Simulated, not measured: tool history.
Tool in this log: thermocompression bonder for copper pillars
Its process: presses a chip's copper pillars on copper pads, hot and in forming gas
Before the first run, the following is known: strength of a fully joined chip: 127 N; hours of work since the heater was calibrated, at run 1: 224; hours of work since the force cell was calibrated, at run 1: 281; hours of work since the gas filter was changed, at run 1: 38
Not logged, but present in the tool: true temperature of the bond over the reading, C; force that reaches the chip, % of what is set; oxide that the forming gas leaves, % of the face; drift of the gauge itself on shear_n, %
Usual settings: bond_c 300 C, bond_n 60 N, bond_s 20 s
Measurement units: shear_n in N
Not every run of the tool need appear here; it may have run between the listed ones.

run	day	bond_c	bond_n	bond_s	hours of work since the heater was calibrated	hours of work since the force cell was calibrated	hours of work since the gas filter was changed	shear_n
1	0	300	60	20	224	281	38	57
2	0.508	300	60	20	230	287	44	57.9
3	1.054	300	60	11	235	293	49	46.1
4	1.483	300	46	20	240	297	54	49.8
5	1.804	300	46	20	243	300	57	51.5
6	2.038	300	60	20	246	303	60	58.9
7	2.525	300	60	20	251	308	65	58.8
8	3.008	300	60	20	256	313	70	58.1
9	3.529	300	60	20	261	319	76	58.9
10	3.938	300	76	20	266	323	80	64.2
11	4.492	300	60	43	272	329	86	76.5
12	4.75	300	60	22	274	332	88	59.7
13	5.162	300	60	20	279	336	93	58.3
14	5.45	300	60	20	282	339	96	58.3
15	6.004	300	60	20	288	345	102	58.3
16	6.504	300	60	20	293	350	107	58.5
17	6.783	325	60	20	296	353	110	75.5
# day 6.975: forming gas filter changed
18	7.192	325	60	20	300	357	2	75.7
19	7.492	300	60	20	303	360	5	59.3
20	7.742	300	60	20	306	363	8	58.7
21	8.162	300	60	20	310	367	13	58.3
22	8.504	321	77	16	314	371	16	76
23	8.912	321	77	16	318	375	20	77
24	9.171	321	77	16	321	378	23	77.6
25	9.588	321	77	16	325	382	28	76.2
26	9.954	321	77	16	329	386	31	74.9
27	10.25	321	77	16	332	389	35	76.2
28	10.596	321	77	16	336	393	38	77.7
29	11.008	289	54	20	340	397	43	47.4
30	11.346	300	59	32	344	401	46	68
31	11.754	309	46	39	348	405	50	71.1
32	12.292	300	81	14	354	411	56	59
33	12.658	296	45	15	358	415	60	42
34	13.046	324	45	44	362	419	64	85.5
35	13.492	325	68	32	366	424	69	91.3
36	13.808	316	80	59	370	427	72	101.2
37	14.15	316	80	59	373	430	76	103
38	14.438	300	37	20	376	433	79	44.6
39	14.808	308	37	26	380	437	83	55.6

Hidden state at the last listed run before each entry between runs and at the first one after, where it differs:
In the gap between runs 17 and 18: forming gas filter changed (day 6.975)
  oxide that the forming gas leaves, % of the face: 1.05 -> 0.52

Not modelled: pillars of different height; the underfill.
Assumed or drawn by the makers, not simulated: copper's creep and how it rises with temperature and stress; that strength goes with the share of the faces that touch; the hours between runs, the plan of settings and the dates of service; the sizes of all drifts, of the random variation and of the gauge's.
